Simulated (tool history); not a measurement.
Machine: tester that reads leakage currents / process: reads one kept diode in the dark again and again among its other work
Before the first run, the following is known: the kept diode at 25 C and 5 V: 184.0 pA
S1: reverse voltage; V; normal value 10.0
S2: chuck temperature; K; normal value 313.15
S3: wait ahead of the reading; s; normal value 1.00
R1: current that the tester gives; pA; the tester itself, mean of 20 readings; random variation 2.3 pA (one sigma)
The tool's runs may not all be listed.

{"run": 1, "hour": 0.0, "S1": 10.0, "S2": 313.15, "S3": 1.0, "R1": 737.19}
{"run": 2, "hour": 44.3, "S1": 10.0, "S2": 329.15, "S3": 1.0, "R1": 2052.61}
{"run": 3, "hour": 107.6, "S1": 10.0, "S2": 329.15, "S3": 1.0, "R1": 2044.66}
{"run": 4, "hour": 157.7, "S1": 10.0, "S2": 329.15, "S3": 1.0, "R1": 2043.63}
{"run": 5, "hour": 238.6, "S1": 17.2, "S2": 313.15, "S3": 1.0, "R1": 967.65}
{"run": 6, "hour": 294.3, "S1": 17.2, "S2": 313.15, "S3": 1.0, "R1": 967.47}
{"run": 7, "hour": 363.8, "S1": 10.0, "S2": 313.15, "S3": 1.0, "R1": 724.75}
{"run": 8, "hour": 412.5, "S1": 10.0, "S2": 313.15, "S3": 1.0, "R1": 721.69}
{"hour": 451.4, "done": "chuck's temperature calibrated"}
{"run": 9, "hour": 470.2, "S1": 1.4, "S2": 313.15, "S3": 1.0, "R1": 276.27}
{"hour": 478.2, "done": "probe card cleaned and baked"}
{"run": 10, "hour": 519.5, "S1": 2.6, "S2": 302.15, "S3": 1.0, "R1": 176.82}
{"run": 11, "hour": 591.6, "S1": 11.1, "S2": 300.15, "S3": 1.0, "R1": 323.23}
{"run": 12, "hour": 660.6, "S1": 2.1, "S2": 297.15, "S3": 1.0, "R1": 108.79}
{"run": 13, "hour": 703.1, "S1": 2.1, "S2": 299.15, "S3": 1.0, "R1": 125.63}
{"run": 14, "hour": 750.0, "S1": 5.1, "S2": 309.15, "S3": 4.62, "R1": 403.65}
{"run": 15, "hour": 808.1, "S1": 6.7, "S2": 309.15, "S3": 2.41, "R1": 462.93}
{"run": 16, "hour": 854.4, "S1": 6.7, "S2": 296.15, "S3": 1.02, "R1": 184.06}
{"run": 17, "hour": 942.9, "S1": 5.1, "S2": 302.15, "S3": 1.51, "R1": 243.68}
{"hour": 971.0, "done": "probe card cleaned and baked, once more"}
{"run": 18, "hour": 1000.6, "S1": 5.1, "S2": 302.15, "S3": 1.51, "R1": 244.19}

Consider 4 possible next runs. They are alternatives, not a sequence: every one starts from the tool as it was left by run 18. What does each give?
{"run": "A", "hour": 1045.3, "S1": 1.7, "S2": 300.15, "S3": 1.51, "R1": "?"}
{"run": "B", "hour": 1045.3, "S1": 3.8, "S2": 327.15, "S3": 1.0, "R1": "?"}
{"run": "C", "hour": 1045.3, "S1": 17.4, "S2": 315.15, "S3": 1.51, "R1": "?"}
{"run": "D", "hour": 1045.3, "S1": 2.1, "S2": 304.15, "S3": 1.51, "R1": "?"}

run=A R1=118.74
run=B R1=1102.37
run=C R1=1121.47
run=D R1=177.48
What these runs would have given with no unlogged condition in the tool:
run=A R1=122.27
run=B R1=1131.05
run=C R1=1152.30
run=D R1=182.64
